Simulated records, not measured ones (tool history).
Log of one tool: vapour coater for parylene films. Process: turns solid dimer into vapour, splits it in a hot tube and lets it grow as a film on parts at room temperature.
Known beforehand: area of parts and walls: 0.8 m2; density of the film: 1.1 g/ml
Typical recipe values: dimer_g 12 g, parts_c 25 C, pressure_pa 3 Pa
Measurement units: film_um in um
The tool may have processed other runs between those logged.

run 1 day=0 | dimer_g=12 parts_c=25 pressure_pa=3 | film_um=6.99
run 2 day=0.638 | dimer_g=12 parts_c=25 pressure_pa=3 | film_um=6.97
run 3 day=1.138 | dimer_g=12 parts_c=25 pressure_pa=3 | film_um=6.91
run 4 day=1.625 | dimer_g=12 parts_c=25 pressure_pa=3 | film_um=6.9
run 5 day=2.221 | dimer_g=12 parts_c=25 pressure_pa=3 | film_um=6.91
run 6 day=2.625 | dimer_g=12 parts_c=25 pressure_pa=3 | film_um=6.89
run 7 day=3.133 | dimer_g=12 parts_c=25 pressure_pa=3 | film_um=6.89
-- day=3.938 trap's valve overhauled
run 8 day=4.042 | dimer_g=12 parts_c=25 pressure_pa=3 | film_um=6.88
run 9 day=4.446 | dimer_g=12 parts_c=25 pressure_pa=3 | film_um=6.89
run 10 day=5.075 | dimer_g=12 parts_c=25 pressure_pa=3 | film_um=6.85
run 11 day=5.562 | dimer_g=12 parts_c=18 pressure_pa=3 | film_um=8.35
run 12 day=6.233 | dimer_g=12 parts_c=18 pressure_pa=3 | film_um=8.26
-- day=6.575 gauge calibrated
run 13 day=6.771 | dimer_g=12 parts_c=25 pressure_pa=3 | film_um=7.01
run 14 day=7.429 | dimer_g=12 parts_c=25 pressure_pa=3 | film_um=6.98
run 15 day=7.854 | dimer_g=12 parts_c=25 pressure_pa=3 | film_um=6.96
run 16 day=8.571 | dimer_g=12 parts_c=25 pressure_pa=3 | film_um=6.91
run 17 day=8.954 | dimer_g=12 parts_c=24 pressure_pa=3 | film_um=7.18
run 18 day=9.558 | dimer_g=12 parts_c=25 pressure_pa=3 | film_um=6.92
run 19 day=10.058 | dimer_g=12 parts_c=25 pressure_pa=3 | film_um=6.92
run 20 day=10.608 | dimer_g=12 parts_c=25 pressure_pa=3 | film_um=6.92
run 21 day=11.229 | dimer_g=12 parts_c=25 pressure_pa=3 | film_um=6.87
run 22 day=11.958 | dimer_g=12 parts_c=25 pressure_pa=3 | film_um=6.83
run 23 day=12.546 | dimer_g=12 parts_c=25 pressure_pa=3 | film_um=6.8
run 24 day=13.1 | dimer_g=12 parts_c=25 pressure_pa=3 | film_um=6.85
run 25 day=13.604 | dimer_g=12 parts_c=25 pressure_pa=3 | film_um=6.8
run 26 day=14.308 | dimer_g=12 parts_c=25 pressure_pa=3 | film_um=6.76
run 27 day=14.783 | dimer_g=12 parts_c=25 pressure_pa=3 | film_um=6.77
run 28 day=15.183 | dimer_g=16 parts_c=20 pressure_pa=3.66 | film_um=10.15

Run 29 comes next. What will it give?
run 29 day=15.625 | dimer_g=11 parts_c=25 pressure_pa=3 | film_um=?

{"run 29": {"film_um": 6.18}}
Were there no unlogged condition in the tool, this run, its random variation unchanged, would have produced film_um 6.44 um.
